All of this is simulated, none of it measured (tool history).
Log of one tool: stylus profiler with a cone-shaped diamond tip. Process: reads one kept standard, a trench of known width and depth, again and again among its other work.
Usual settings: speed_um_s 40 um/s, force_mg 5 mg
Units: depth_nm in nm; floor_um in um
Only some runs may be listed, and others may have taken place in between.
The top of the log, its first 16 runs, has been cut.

run      day  speed_um_s  force_mg  scans with this tip  hours of work since the height scale was calibrated  depth_nm  floor_um
 17   49.496          40         5                 8807                                                   98    100.97     98.42
 18   53.596          40         5                 9313                                                  167    100.93     98.46
 19   55.833          11         5                 9590                                                  204    100.93     98.54
 20   58.933          40         5                 9973                                                  256    100.95     98.42
 21   61.258          56      1.94                10260                                                  295    100.59     98.24
 22   63.788          56      1.94                10572                                                  338    100.44     98.23
 23   67.146          56      1.94                10988                                                  394    100.59     98.21
 24   69.754         126     13.67                11309                                                  438    101.91     98.28
 25   72.767         126     13.67                11682                                                  488    101.94     98.33
 26   74.946         126     13.67                11951                                                  525    102.02     98.26
 27   79.421          40      9.92                12504                                                  600     101.6     98.51
 28   83.158          75         5                12966                                                  662    101.04     98.26
 29   86.325          30      1.95                13357                                                  715    100.51     98.45
 30   88.821          29       4.5                13665                                                  757    100.97     98.53
 31   93.083          67     14.03                14192                                                  828    102.07     98.51
 32   96.742          43     14.03                14644                                                  890    102.07      98.5
 33  100.188          67       5.6                15069                                                  947    101.12     98.33
 34  103.796          40     10.36                15515                                                 1008    101.62     98.44
 35  107.754          61     14.54                16004                                                 1074    102.04     98.46
     108.996  -- height scale calibrated on a step standard
 36    112.3          23      7.36                16563                                                   55    101.32     98.52
 37  115.788         159      5.43                16994                                                  114    101.04     97.97
 38  119.567          53      7.69                17461                                                  177    101.33     98.39
 39  122.271          53      7.69                17795                                                  222    101.39     98.36
 40  124.192          53      7.69                18032                                                  255    101.49     98.41

Here are 4 independent what-if runs from the current tool condition. What would each one return?
  A  127.646          16     13.01                18459                                                  312         ?         ?
  B  127.646          91         5                18459                                                  312         ?         ?
  C  127.646          94       2.6                18459                                                  312         ?         ?
  D  127.646          54      1.67                18459                                                  312         ?         ?

run  depth_nm  floor_um
  A    101.98     98.62
  B    101.03     98.19
  C    100.54     98.06
  D    100.36     98.18
Had the tool no hidden state, the same runs would have come out as:
run  depth_nm  floor_um
  A    101.98     98.63
  B    101.03      98.2
  C    100.54     98.07
  D    100.36     98.19
